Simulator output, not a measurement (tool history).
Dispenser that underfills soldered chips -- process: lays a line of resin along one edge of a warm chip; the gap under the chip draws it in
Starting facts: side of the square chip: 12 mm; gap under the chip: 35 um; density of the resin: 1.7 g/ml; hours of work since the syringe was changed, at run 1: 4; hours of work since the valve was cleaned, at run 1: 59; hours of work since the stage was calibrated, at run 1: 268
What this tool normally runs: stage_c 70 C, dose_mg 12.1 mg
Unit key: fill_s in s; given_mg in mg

| run | hour | stage_c | dose_mg | hours of work since the syringe was changed | hours of work since the valve was cleaned | hours of work since the stage was calibrated | fill_s | given_mg |
|---|---|---|---|---|---|---|---|---|
| 1 | 0 | 70 | 12.1 | 4 | 59 | 268 | 104.9 | 11.85 |
|  | 6.4 | new syringe of resin |
| 2 | 11.1 | 70 | 12.1 | 3 | 66 | 275 | 98.9 | 11.8 |
|  | 18.6 | new syringe of resin |
| 3 | 25.5 | 70 | 12.1 | 4 | 75 | 284 | 108.1 | 11.77 |
|  | 31.5 | new syringe of resin |
|  | 33.9 | dispensing valve cleaned and set on the balance |
| 4 | 38.9 | 70 | 12.1 | 4 | 3 | 292 | 107.7 | 12.06 |
|  | 46.1 | new syringe of resin |
| 5 | 52.6 | 70 | 13.4 | 4 | 12 | 301 | 106.3 | 13.32 |
|  | 59 | new syringe of resin |
| 6 | 61.5 | 70 | 13.4 | 2 | 17 | 306 | 85.7 | 13.33 |
|  | 71.9 | new syringe of resin |
| 7 | 75.6 | 70 | 13.4 | 2 | 26 | 315 | 91.2 | 13.24 |
|  | 84.2 | new syringe of resin |
| 8 | 90.5 | 70 | 13.4 | 4 | 35 | 324 | 101.4 | 13.24 |
|  | 96.7 | new syringe of resin |
| 9 | 105.6 | 70 | 12.1 | 6 | 45 | 334 | 119.2 | 11.88 |
|  | 109.1 | new syringe of resin |
| 10 | 116.6 | 70 | 12.1 | 5 | 52 | 341 | 113.8 | 11.84 |
|  | 121.5 | new syringe of resin |
| 11 | 127.3 | 70 | 12.1 | 4 | 58 | 347 | 105.5 | 11.78 |
|  | 133.9 | new syringe of resin |
| 12 | 140.1 | 70 | 12.1 | 4 | 66 | 355 | 101.1 | 11.77 |
|  | 146.5 | new syringe of resin |
| 13 | 151.6 | 70 | 12.1 | 3 | 74 | 362 | 98.7 | 11.73 |
|  | 158.9 | new syringe of resin |
|  | 162 | dispensing valve cleaned and set on the balance |
| 14 | 163.7 | 70 | 10.8 | 2 | 1 | 369 | 93.9 | 10.76 |
|  | 172.2 | new syringe of resin |
| 15 | 179.2 | 70 | 10.9 | 5 | 11 | 379 | 107.3 | 10.9 |
|  | 184.6 | new syringe of resin |
| 16 | 192.5 | 70 | 10.9 | 5 | 19 | 387 | 115.8 | 10.8 |
|  | 197 | new syringe of resin |
| 17 | 199.9 | 70 | 10.5 | 2 | 24 | 392 | 90.6 | 10.45 |
|  | 209.9 | new syringe of resin |
| 18 | 215.1 | 70 | 14.3 | 3 | 33 | 401 | 97.2 | 14.14 |
|  | 222.3 | new syringe of resin |
| 19 | 223.2 | 83 | 11.1 | 1 | 38 | 406 | 43.7 | 10.94 |
|  | 234.8 | new syringe of resin |
| 20 | 237.1 | 74 | 11.1 | 2 | 47 | 415 | 72.1 | 10.88 |
|  | 247.6 | new syringe of resin |
| 21 | 252.4 | 62 | 11.6 | 3 | 57 | 425 | 150.7 | 11.36 |
|  | 260.9 | new syringe of resin |
| 22 | 267.1 | 82 | 11.7 | 4 | 66 | 434 | 57.8 | 11.4 |
|  | 273.8 | new syringe of resin |
| 23 | 279.7 | 82 | 11.7 | 4 | 74 | 442 | 56.5 | 11.38 |
|  | 286.8 | new syringe of resin |
|  | 290 | dispensing valve cleaned and set on the balance |
| 24 | 292.5 | 57 | 13.5 | 3 | 2 | 449 | 181.2 | 13.43 |
|  | 300.4 | new syringe of resin |
| 25 | 303 | 57 | 12.1 | 2 | 8 | 456 | 167.5 | 12.06 |
|  | 312.9 | new syringe of resin |
| 26 | 312.9 | 60 | 12.1 | 0 | 14 | 462 | 127.8 | 12 |
|  | 325.9 | new syringe of resin |
| 27 | 326.4 | 60 | 12.1 | 0 | 23 | 470 | 130.4 | 11.94 |
|  | 338.2 | new syringe of resin |
| 28 | 341.7 | 59 | 12.5 | 2 | 32 | 480 | 157.8 | 12.31 |
|  | 350.6 | new syringe of resin |
| 29 | 354.8 | 63 | 11.1 | 3 | 40 | 488 | 131.8 | 10.87 |
|  | 363 | new syringe of resin |
| 30 | 363.5 | 62 | 12.7 | 0 | 46 | 493 | 114.6 | 12.51 |
| 31 | 373.1 | 70 | 10.4 | 6 | 52 | 500 | 128.6 | 10.15 |
|  | 375.2 | new syringe of resin |
|  | 387.4 | new syringe of resin |
| 32 | 388 | 70 | 10.3 | 0 | 61 | 509 | 81.5 | 10.03 |
|  | 396.7 | stage's temperature calibrated |
| 33 | 399.2 | 67 | 12.7 | 7 | 68 | 2 | 164 | 12.36 |
|  | 400.8 | new syringe of resin |
| 34 | 412.6 | 59 | 13.1 | 8 | 76 | 10 | 260 | 12.69 |
|  | 414.4 | new syringe of resin |
|  | 419.7 | dispensing valve cleaned and set on the balance |
| 35 | 424.4 | 59 | 13.1 | 6 | 3 | 17 | 222.5 | 13.03 |

3 ways to go on from here, each from the tool as it stands after run 35. What would each give?
|  | 428.4 | new syringe of resin |
| A | 439 | 59 | 10.3 | 7 | 12 | 26 | ? | ? |
|  | 428.4 | new syringe of resin |
| B | 439 | 74 | 15.7 | 7 | 12 | 26 | ? | ? |
|  | 428.4 | new syringe of resin |
| C | 439 | 69 | 15.3 | 7 | 12 | 26 | ? | ? |

| run | fill_s | given_mg |
|---|---|---|
| A | 263.3 | 10.23 |
| B | 109 | 15.56 |
| C | 144.6 | 15.19 |
Without the tool's hidden state the same runs would have given:
| run | fill_s | given_mg |
|---|---|---|
| A | 155.7 | 10.32 |
| B | 64.6 | 15.68 |
| C | 85.6 | 15.32 |
